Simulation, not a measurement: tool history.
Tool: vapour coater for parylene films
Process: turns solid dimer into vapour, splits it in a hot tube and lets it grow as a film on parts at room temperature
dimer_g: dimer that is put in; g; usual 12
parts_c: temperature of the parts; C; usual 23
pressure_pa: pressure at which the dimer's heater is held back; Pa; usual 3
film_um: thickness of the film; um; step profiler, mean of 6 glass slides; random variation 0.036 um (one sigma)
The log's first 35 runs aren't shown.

run,hour,dimer_g,parts_c,pressure_pa,film_um
36,1852.8,7,32,3.57,2.73
37,1924.1,19,20,3,10.78
38,1958.7,19,20,3,10.83
39,2027.2,8,20,3,4.53
40,2067.7,17,20,3,9.74
41,2102.7,17,20,3,9.66
42,2166.2,17,20,7.09,8.24
43,2243.1,8,20,2.27,4.91
# hour 2311.6: trap's valve overhauled
44,2320.9,8,20,2.27,4.86
45,2388.2,8,23,10.99,3.35

5 ways to go on from here, each from the tool as it stands after run 45. What would each give?
A,2436.2,16,24,9.23,?
B,2436.2,8,20,4.93,?
C,2436.2,8,23,7.98,?
D,2436.2,15,23,10.99,?
E,2436.2,12,32,2.81,?

run,film_um
A,6.69
B,4.2
C,3.51
D,6.26
E,5.07
Without the tool's hidden state the same runs would have given:
run,film_um
A,6.46
B,4.05
C,3.39
D,6.04
E,4.89

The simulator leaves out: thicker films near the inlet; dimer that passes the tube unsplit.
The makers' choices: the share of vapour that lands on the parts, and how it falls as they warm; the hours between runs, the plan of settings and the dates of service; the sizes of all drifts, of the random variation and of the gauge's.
